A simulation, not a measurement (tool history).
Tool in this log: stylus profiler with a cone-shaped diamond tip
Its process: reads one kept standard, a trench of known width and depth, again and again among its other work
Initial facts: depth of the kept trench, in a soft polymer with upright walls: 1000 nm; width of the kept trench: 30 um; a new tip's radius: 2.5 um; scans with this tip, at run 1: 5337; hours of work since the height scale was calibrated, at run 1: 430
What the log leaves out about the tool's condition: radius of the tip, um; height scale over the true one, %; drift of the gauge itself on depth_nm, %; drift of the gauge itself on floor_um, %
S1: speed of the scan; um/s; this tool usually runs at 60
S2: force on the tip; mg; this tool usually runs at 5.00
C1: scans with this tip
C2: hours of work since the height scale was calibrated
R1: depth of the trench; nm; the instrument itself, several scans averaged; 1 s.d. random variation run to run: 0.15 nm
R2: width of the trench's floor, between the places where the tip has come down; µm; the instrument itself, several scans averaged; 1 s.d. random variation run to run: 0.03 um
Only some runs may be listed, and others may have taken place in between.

run 1 hour=0.0 | S1=60 S2=5.00 | C1=5337 C2=430 | R1=1021.87 R2=25.15
run 2 hour=51.0 | S1=60 S2=2.00 | C1=5591 C2=451 | R1=1012.87 R2=24.94
run 3 hour=89.4 | S1=60 S2=2.00 | C1=5783 C2=466 | R1=1012.89 R2=24.89
run 4 hour=136.9 | S1=60 S2=2.00 | C1=6021 C2=486 | R1=1012.79 R2=24.90
run 5 hour=160.5 | S1=60 S2=4.95 | C1=6139 C2=495 | R1=1021.94 R2=25.04
run 6 hour=198.9 | S1=60 S2=4.95 | C1=6330 C2=511 | R1=1022.26 R2=25.00
run 7 hour=223.5 | S1=60 S2=12.67 | C1=6454 C2=520 | R1=1039.92 R2=25.09
run 8 hour=260.1 | S1=60 S2=12.67 | C1=6636 C2=535 | R1=1039.62 R2=25.04
run 9 hour=281.9 | S1=46 S2=5.00 | C1=6745 C2=544 | R1=1022.39 R2=25.00
run 10 hour=314.3 | S1=46 S2=5.00 | C1=6907 C2=557 | R1=1022.55 R2=24.99
run 11 hour=353.1 | S1=46 S2=5.00 | C1=7101 C2=573 | R1=1022.51 R2=24.98
run 12 hour=394.3 | S1=69 S2=5.00 | C1=7307 C2=589 | R1=1022.60 R2=24.84
run 13 hour=438.9 | S1=151 S2=5.00 | C1=7530 C2=607 | R1=1022.70 R2=24.44
run 14 hour=480.0 | S1=60 S2=5.00 | C1=7735 C2=624 | R1=1022.90 R2=24.81
run 15 hour=506.5 | S1=60 S2=4.71 | C1=7867 C2=634 | R1=1021.81 R2=24.83
run 16 hour=538.5 | S1=60 S2=5.22 | C1=8028 C2=647 | R1=1023.51 R2=24.82
run 17 hour=582.2 | S1=60 S2=5.22 | C1=8246 C2=665 | R1=1023.43 R2=24.77
run 18 hour=612.3 | S1=60 S2=5.22 | C1=8396 C2=677 | R1=1023.43 R2=24.78
run 19 hour=654.5 | S1=60 S2=5.22 | C1=8607 C2=694 | R1=1023.60 R2=24.82
run 20 hour=684.9 | S1=60 S2=5.22 | C1=8759 C2=706 | R1=1023.47 R2=24.80
run 21 hour=714.1 | S1=134 S2=5.00 | C1=8905 C2=718 | R1=1023.09 R2=24.37
run 22 hour=745.9 | S1=134 S2=5.00 | C1=9064 C2=731 | R1=1023.00 R2=24.40
run 23 hour=796.2 | S1=134 S2=5.07 | C1=9315 C2=751 | R1=1023.57 R2=24.36
run 24 hour=833.6 | S1=60 S2=7.52 | C1=9502 C2=766 | R1=1029.78 R2=24.65
run 25 hour=854.8 | S1=20 S2=3.24 | C1=9608 C2=775 | R1=1018.29 R2=24.82
run 26 hour=906.3 | S1=233 S2=13.59 | C1=9865 C2=796 | R1=1042.76 R2=24.29
run 27 hour=927.5 | S1=233 S2=13.59 | C1=9971 C2=804 | R1=1042.66 R2=24.25
run 28 hour=977.2 | S1=115 S2=5.94 | C1=10220 C2=824 | R1=1026.00 R2=24.38
run 29 hour=1003.8 | S1=115 S2=12.22 | C1=10352 C2=835 | R1=1040.12 R2=24.53
run 30 hour=1027.5 | S1=60 S2=1.68 | C1=10471 C2=844 | R1=1013.08 R2=24.41
run 31 hour=1059.3 | S1=20 S2=1.82 | C1=10630 C2=857 | R1=1013.26 R2=24.70
-- hour=1070.3 height scale calibrated on a step standard
run 32 hour=1110.7 | S1=20 S2=1.82 | C1=10884 C2=16 | R1=1010.69 R2=24.59
run 33 hour=1160.2 | S1=20 S2=1.82 | C1=11131 C2=36 | R1=1010.14 R2=24.62
run 34 hour=1183.0 | S1=20 S2=1.82 | C1=11246 C2=45 | R1=1010.53 R2=24.60
run 35 hour=1226.0 | S1=20 S2=1.82 | C1=11460 C2=63 | R1=1010.58 R2=24.64
run 36 hour=1275.5 | S1=26 S2=3.54 | C1=11708 C2=83 | R1=1016.59 R2=24.64
run 37 hour=1319.6 | S1=26 S2=1.72 | C1=11928 C2=100 | R1=1010.40 R2=24.51
run 38 hour=1363.4 | S1=40 S2=10.08 | C1=12147 C2=118 | R1=1032.93 R2=24.55
run 39 hour=1391.8 | S1=215 S2=9.30 | C1=12289 C2=130 | R1=1031.33 R2=23.93
run 40 hour=1416.4 | S1=69 S2=2.14 | C1=12412 C2=139 | R1=1012.08 R2=24.18
run 41 hour=1454.7 | S1=176 S2=2.14 | C1=12603 C2=155 | R1=1012.23 R2=23.47
run 42 hour=1492.4 | S1=54 S2=6.82 | C1=12792 C2=170 | R1=1025.52 R2=24.39
run 43 hour=1542.9 | S1=49 S2=5.94 | C1=13044 C2=190 | R1=1023.65 R2=24.37
run 44 hour=1574.8 | S1=134 S2=1.89 | C1=13203 C2=203 | R1=1011.55 R2=23.62
run 45 hour=1624.6 | S1=79 S2=1.89 | C1=13452 C2=223 | R1=1011.52 R2=23.99

Hidden condition of the tool, last listed run before each entry between runs versus first listed run after:
After run 31, before run 32: height scale calibrated on a step standard (hour 1070.3)
  radius of the tip, um: 3.83 -> 3.87; height scale over the true one, %: 0.339 -> 0.011
  difference, measured minus the result without the unlogged condition, R1: +3.43 -> +0.11 nm; R2: -1.17 -> -1.19 µm
